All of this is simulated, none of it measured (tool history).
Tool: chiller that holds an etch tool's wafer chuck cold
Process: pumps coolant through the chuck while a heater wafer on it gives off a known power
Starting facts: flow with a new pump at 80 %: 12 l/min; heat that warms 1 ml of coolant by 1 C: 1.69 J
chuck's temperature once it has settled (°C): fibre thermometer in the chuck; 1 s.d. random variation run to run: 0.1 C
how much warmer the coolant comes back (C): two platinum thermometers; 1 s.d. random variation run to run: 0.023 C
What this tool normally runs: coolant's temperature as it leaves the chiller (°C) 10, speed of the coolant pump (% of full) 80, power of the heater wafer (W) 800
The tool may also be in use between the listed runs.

run    hour  coolant's temperature as it leaves the chiller (°C)  speed of the coolant pump (% of full)  power of the heater wafer (W)  chuck's temperature once it has settled (°C)  how much warmer the coolant comes back (C)
  1       0                                                   10                                     80                            800                                          17.3                                        2.35
  2   132.2                                                   10                                     80                            800                                          17.4                                        2.35
  3   249.8                                                   10                                     93                            800                                          16.5                                        2.06
  4   346.8                                                   10                                     93                            800                                          16.4                                        2.05
  5   502.4                                                   10                                     93                            800                                          16.6                                        2.07
  6   628.8                                                   10                                     80                            800                                          17.5                                        2.43
  7   730.5                                                   10                                     80                            800                                          17.2                                        2.42
  8   865.7                                                   10                                     80                            800                                          17.4                                        2.44
  9  1038.7                                                   10                                     80                            800                                          17.2                                         2.5
 10  1166.5                                                   10                                     76                            800                                          17.4                                        2.64
 11    1328                                                   10                                     76                           1157                                            21                                        3.78
 12  1450.1                                                   10                                     76                           1157                                            21                                        3.74
 13  1553.3                                                   10                                     80                            611                                          15.7                                        1.96
 14  1635.9                                                   10                                     80                            611                                          15.7                                           2
 15  1835.5                                                   10                                     80                            611                                          15.6                                        2.02
 16  1918.6                                                   10                                     80                            611                                          15.6                                        2.06
 17  2040.7                                                   10                                     74                            800                                          17.9                                        2.81
     2188.7  -- chiller's thermometer calibrated
 18  2188.7                                                   10                                     80                           1131                                          20.4                                        3.56
 19  2340.5                                                   10                                     80                           1131                                          20.4                                        3.62
 20    2465                                                   10                                     80                           1131                                          20.5                                        3.64
 21  2589.1                                                   10                                     90                           1131                                          19.6                                         3.3
 22  2694.3                                                   10                                     90                           1131                                          19.3                                        3.26
 23  2777.5                                                   10                                     90                           1131                                          19.6                                        3.25
       2798  -- coolant changed, channels flushed
 24  2911.1                                                   10                                     72                           1131                                          21.1                                        4.14
 25  3014.4                                                   15                                     94                            915                                          22.7                                         2.6
 26  3216.2                                                   20                                     76                            915                                          28.6                                        3.26
     3379.3  -- gauge calibrated
 27  3385.1                                                   10                                     67                            915                                          19.6                                        3.33
 28  3480.4                                                    8                                     85                            814                                            15                                        2.25
     3628.3  -- coolant pump overhauled
 29  3650.4                                                    7                                     70                            796                                          15.1                                        2.75
 30  3754.9                                                    7                                     70                            796                                          15.3                                        2.75
 31  3923.1                                                   10                                     73                            800                                          17.9                                         2.7

Alternative continuations, all from the tool just after run 31; predict every row:
  A  4102.7                                                   12                                     80                            791                                             ?                                           ?
  B  4102.7                                                    2                                     88                            934                                             ?                                           ?
  C  4102.7                                                   10                                     73                            710                                             ?                                           ?
  D  4102.7                                                   10                                     65                            703                                             ?                                           ?

run  chuck's temperature once it has settled (°C)  how much warmer the coolant comes back (C)
  A                                          19.2                                        2.37
  B                                            10                                        2.58
  C                                          17.1                                        2.39
  D                                          17.6                                        2.69
Without the tool's hidden state the same runs would have given:
run  chuck's temperature once it has settled (°C)  how much warmer the coolant comes back (C)
  A                                          19.2                                        2.28
  B                                            10                                        2.49
  C                                            17                                         2.3
  D                                          17.6                                        2.61
